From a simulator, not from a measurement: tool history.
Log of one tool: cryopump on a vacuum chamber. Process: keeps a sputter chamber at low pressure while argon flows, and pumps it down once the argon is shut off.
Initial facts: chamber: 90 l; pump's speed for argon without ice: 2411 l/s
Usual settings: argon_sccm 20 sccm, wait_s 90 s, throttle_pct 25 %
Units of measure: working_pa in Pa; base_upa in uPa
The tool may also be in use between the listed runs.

{"run": 1, "hour": 0.0, "argon_sccm": 20, "wait_s": 90, "throttle_pct": 25, "working_pa": 0.0562, "base_upa": 1.09}
{"run": 2, "hour": 57.8, "argon_sccm": 12, "wait_s": 90, "throttle_pct": 25, "working_pa": 0.0349, "base_upa": 1.13}
{"run": 3, "hour": 157.6, "argon_sccm": 12, "wait_s": 90, "throttle_pct": 25, "working_pa": 0.0335, "base_upa": 1.13}
{"run": 4, "hour": 247.7, "argon_sccm": 20, "wait_s": 90, "throttle_pct": 25, "working_pa": 0.0568, "base_upa": 1.14}
{"run": 5, "hour": 306.7, "argon_sccm": 20, "wait_s": 90, "throttle_pct": 18, "working_pa": 0.0788, "base_upa": 1.19}
{"run": 6, "hour": 390.2, "argon_sccm": 20, "wait_s": 90, "throttle_pct": 32, "working_pa": 0.0456, "base_upa": 1.16}
{"run": 7, "hour": 464.0, "argon_sccm": 18, "wait_s": 90, "throttle_pct": 25, "working_pa": 0.0515, "base_upa": 1.24}
{"run": 8, "hour": 513.4, "argon_sccm": 20, "wait_s": 90, "throttle_pct": 25, "working_pa": 0.0578, "base_upa": 1.28}
{"run": 9, "hour": 591.7, "argon_sccm": 9, "wait_s": 90, "throttle_pct": 25, "working_pa": 0.0258, "base_upa": 1.31}
{"run": 10, "hour": 650.3, "argon_sccm": 9, "wait_s": 90, "throttle_pct": 25, "working_pa": 0.0261, "base_upa": 1.31}
{"run": 11, "hour": 748.2, "argon_sccm": 9, "wait_s": 90, "throttle_pct": 25, "working_pa": 0.0255, "base_upa": 1.32}
{"run": 12, "hour": 793.4, "argon_sccm": 9, "wait_s": 90, "throttle_pct": 25, "working_pa": 0.0258, "base_upa": 1.3}
{"run": 13, "hour": 847.0, "argon_sccm": 20, "wait_s": 90, "throttle_pct": 24, "working_pa": 0.0602, "base_upa": 1.37}
{"run": 14, "hour": 905.2, "argon_sccm": 20, "wait_s": 90, "throttle_pct": 18, "working_pa": 0.0802, "base_upa": 1.37}
{"run": 15, "hour": 953.5, "argon_sccm": 20, "wait_s": 90, "throttle_pct": 18, "working_pa": 0.08, "base_upa": 1.43}
{"run": 16, "hour": 1049.0, "argon_sccm": 20, "wait_s": 90, "throttle_pct": 18, "working_pa": 0.0805, "base_upa": 1.43}
{"run": 17, "hour": 1126.6, "argon_sccm": 20, "wait_s": 90, "throttle_pct": 41, "working_pa": 0.0367, "base_upa": 1.46}
{"run": 18, "hour": 1198.9, "argon_sccm": 8, "wait_s": 38, "throttle_pct": 56, "working_pa": 0.011, "base_upa": 2.06}
{"run": 19, "hour": 1265.0, "argon_sccm": 8, "wait_s": 38, "throttle_pct": 56, "working_pa": 0.0112, "base_upa": 2.01}
{"run": 20, "hour": 1338.3, "argon_sccm": 19, "wait_s": 20, "throttle_pct": 32, "working_pa": 0.0445, "base_upa": 2.96}
{"run": 21, "hour": 1409.0, "argon_sccm": 19, "wait_s": 20, "throttle_pct": 32, "working_pa": 0.0445, "base_upa": 2.99}
{"run": 22, "hour": 1508.1, "argon_sccm": 23, "wait_s": 271, "throttle_pct": 24, "working_pa": 0.0712, "base_upa": 1.34}
{"run": 23, "hour": 1596.0, "argon_sccm": 23, "wait_s": 271, "throttle_pct": 24, "working_pa": 0.0712, "base_upa": 1.44}
{"hour": 1659.5, "done": "pump warmed up, emptied and cooled again"}
{"run": 24, "hour": 1688.6, "argon_sccm": 23, "wait_s": 271, "throttle_pct": 24, "working_pa": 0.0677, "base_upa": 1.2}
{"run": 25, "hour": 1791.2, "argon_sccm": 10, "wait_s": 129, "throttle_pct": 15, "working_pa": 0.0472, "base_upa": 1.35}
{"run": 26, "hour": 1874.8, "argon_sccm": 10, "wait_s": 129, "throttle_pct": 15, "working_pa": 0.0472, "base_upa": 1.35}
{"run": 27, "hour": 1942.6, "argon_sccm": 11, "wait_s": 32, "throttle_pct": 48, "working_pa": 0.0164, "base_upa": 2.17}
{"run": 28, "hour": 2033.3, "argon_sccm": 20, "wait_s": 37, "throttle_pct": 25, "working_pa": 0.058, "base_upa": 2.08}
{"run": 29, "hour": 2114.2, "argon_sccm": 20, "wait_s": 37, "throttle_pct": 25, "working_pa": 0.057, "base_upa": 2.09}
{"run": 30, "hour": 2215.0, "argon_sccm": 9, "wait_s": 140, "throttle_pct": 40, "working_pa": 0.0162, "base_upa": 1.42}
{"run": 31, "hour": 2260.2, "argon_sccm": 9, "wait_s": 203, "throttle_pct": 40, "working_pa": 0.0163, "base_upa": 1.4}
{"run": 32, "hour": 2329.0, "argon_sccm": 30, "wait_s": 78, "throttle_pct": 45, "working_pa": 0.0493, "base_upa": 1.69}
{"run": 33, "hour": 2395.3, "argon_sccm": 9, "wait_s": 78, "throttle_pct": 45, "working_pa": 0.0148, "base_upa": 1.74}
{"run": 34, "hour": 2455.8, "argon_sccm": 20, "wait_s": 138, "throttle_pct": 28, "working_pa": 0.0518, "base_upa": 1.56}

Here are 3 independent what-if runs from the current tool condition. What would each one return?
{"run": "A", "hour": 2534.5, "argon_sccm": 35, "wait_s": 21, "throttle_pct": 54, "working_pa": "?", "base_upa": "?"}
{"run": "B", "hour": 2534.5, "argon_sccm": 20, "wait_s": 90, "throttle_pct": 52, "working_pa": "?", "base_upa": "?"}
{"run": "C", "hour": 2534.5, "argon_sccm": 20, "wait_s": 90, "throttle_pct": 56, "working_pa": "?", "base_upa": "?"}

run=A working_pa=0.0485 base_upa=2.97
run=B working_pa=0.029 base_upa=1.74
run=C working_pa=0.0267 base_upa=1.71
Without the tool's unlogged condition, the same runs would have read:
run=A working_pa=0.0455 base_upa=1.76
run=B working_pa=0.0273 base_upa=0.52
run=C working_pa=0.025 base_upa=0.5
